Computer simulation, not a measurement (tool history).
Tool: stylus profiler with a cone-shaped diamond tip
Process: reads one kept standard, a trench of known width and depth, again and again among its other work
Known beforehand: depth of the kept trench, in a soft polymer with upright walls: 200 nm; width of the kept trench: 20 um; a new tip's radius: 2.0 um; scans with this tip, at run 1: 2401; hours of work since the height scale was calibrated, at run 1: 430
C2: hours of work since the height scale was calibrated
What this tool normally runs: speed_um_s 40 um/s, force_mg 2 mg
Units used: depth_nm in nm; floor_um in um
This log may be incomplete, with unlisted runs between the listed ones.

Run 1, hour 0: usual settings; scans with this tip 2401; C2 430. Result: depth_nm 203.17 nm, floor_um 17.76 um.
Run 2, hour 16.9: usual settings; scans with this tip 2462; C2 441. Result: depth_nm 203 nm, floor_um 17.74 um.
Run 3, hour 29.3: usual settings; scans with this tip 2506; C2 449. Result: depth_nm 202.97 nm, floor_um 17.79 um.
Run 4, hour 49.7: usual settings; scans with this tip 2580; C2 462. Result: depth_nm 203.07 nm, floor_um 17.72 um.
Run 5, hour 74.4: usual settings; scans with this tip 2670; C2 478. Result: depth_nm 203 nm, floor_um 17.7 um.
Run 6, hour 99.6: usual settings; scans with this tip 2761; C2 495. Result: depth_nm 202.98 nm, floor_um 17.68 um.
Run 7, hour 111: usual settings; scans with this tip 2802; C2 502. Result: depth_nm 203.25 nm, floor_um 17.78 um.
Run 8, hour 134.2: usual settings; scans with this tip 2886; C2 517. Result: depth_nm 203.01 nm, floor_um 17.68 um.
Run 9, hour 146.4: usual settings; scans with this tip 2930; C2 525. Result: depth_nm 203.18 nm, floor_um 17.7 um.
Run 10, hour 169.8: usual settings; scans with this tip 3015; C2 540. Result: depth_nm 203.29 nm, floor_um 17.65 um.
Run 11, hour 190.4: usual settings but force_mg 1 mg; scans with this tip 3090; C2 553. Result: depth_nm 202.17 nm, floor_um 17.6 um.
Run 12, hour 201.5: usual settings; scans with this tip 3130; C2 561. Result: depth_nm 203.16 nm, floor_um 17.66 um.
Run 13, hour 225.5: usual settings; scans with this tip 3217; C2 576. Result: depth_nm 203.01 nm, floor_um 17.68 um.
Run 14, hour 240: usual settings but speed_um_s 73 um/s, force_mg 5.22 mg; scans with this tip 3269; C2 586. Result: depth_nm 205.84 nm, floor_um 17.66 um.
At hour 242.1: height scale calibrated on a step standard.
Run 15, hour 262.5: usual settings but speed_um_s 84 um/s, force_mg 1.67 mg; scans with this tip 3349; C2 13. Result: depth_nm 202.82 nm, floor_um 17.31 um.
Run 16, hour 274.9: usual settings but speed_um_s 22 um/s, force_mg 0.86 mg; scans with this tip 3393; C2 21. Result: depth_nm 202.01 nm, floor_um 17.7 um.
At hour 292.8: height scale calibrated on a step standard, once more.
Run 17, hour 296.6: usual settings but speed_um_s 60 um/s, force_mg 2.18 mg; scans with this tip 3470; C2 2. Result: depth_nm 202.79 nm, floor_um 17.54 um.
Run 18, hour 309.8: usual settings but speed_um_s 69 um/s, force_mg 1.34 mg; scans with this tip 3518; C2 11. Result: depth_nm 202.1 nm, floor_um 17.34 um.
Run 19, hour 320.4: usual settings but speed_um_s 69 um/s, force_mg 1.34 mg; scans with this tip 3556; C2 18. Result: depth_nm 202.1 nm, floor_um 17.38 um.
Run 20, hour 341.8: usual settings but speed_um_s 45 um/s, force_mg 3.58 mg; scans with this tip 3634; C2 32. Result: depth_nm 204.09 nm, floor_um 17.67 um.
Run 21, hour 354.9: usual settings but speed_um_s 45 um/s, force_mg 3.58 mg; scans with this tip 3681; C2 40. Result: depth_nm 204.11 nm, floor_um 17.71 um.
Run 22, hour 380.2: usual settings but speed_um_s 15 um/s, force_mg 0.78 mg; scans with this tip 3773; C2 57. Result: depth_nm 201.36 nm, floor_um 17.78 um.
Run 23, hour 402.3: usual settings but speed_um_s 93 um/s, force_mg 2.47 mg; scans with this tip 3853; C2 71. Result: depth_nm 203.21 nm, floor_um 17.36 um.
Run 24, hour 421.6: usual settings but speed_um_s 93 um/s, force_mg 2.47 mg; scans with this tip 3923; C2 83. Result: depth_nm 203.06 nm, floor_um 17.27 um.
Run 25, hour 440.5: usual settings but speed_um_s 12 um/s, force_mg 2.75 mg; scans with this tip 3991; C2 96. Result: depth_nm 203.5 nm, floor_um 17.8 um.

Some steps in depth_nm between neighbouring runs. How much of each would the tool show without its hidden state too (settings, what came in, random variation), and how much is left for the hidden state, with any gauge scatter that isn't in both results?
Hidden state present: radius of the tip, um; height scale over the true one, %; drift of the gauge itself on depth_nm, %; drift of the gauge itself on floor_um, %.
Run 13 -> 14: speed_um_s 40 -> 73, force_mg 2 -> 5.22. depth_nm +2.83 nm: hidden state +0.02, all else +2.81.
Run 14 -> 15: speed_um_s 73 -> 84, force_mg 5.22 -> 1.67, height scale calibrated on a step standard. depth_nm -3.02 nm: hidden state +0.06, all else -3.08.
Run 16 -> 17: speed_um_s 22 -> 60, force_mg 0.86 -> 2.18, height scale calibrated on a step standard, once more. depth_nm +0.78 nm: hidden state -0.57, all else +1.35.
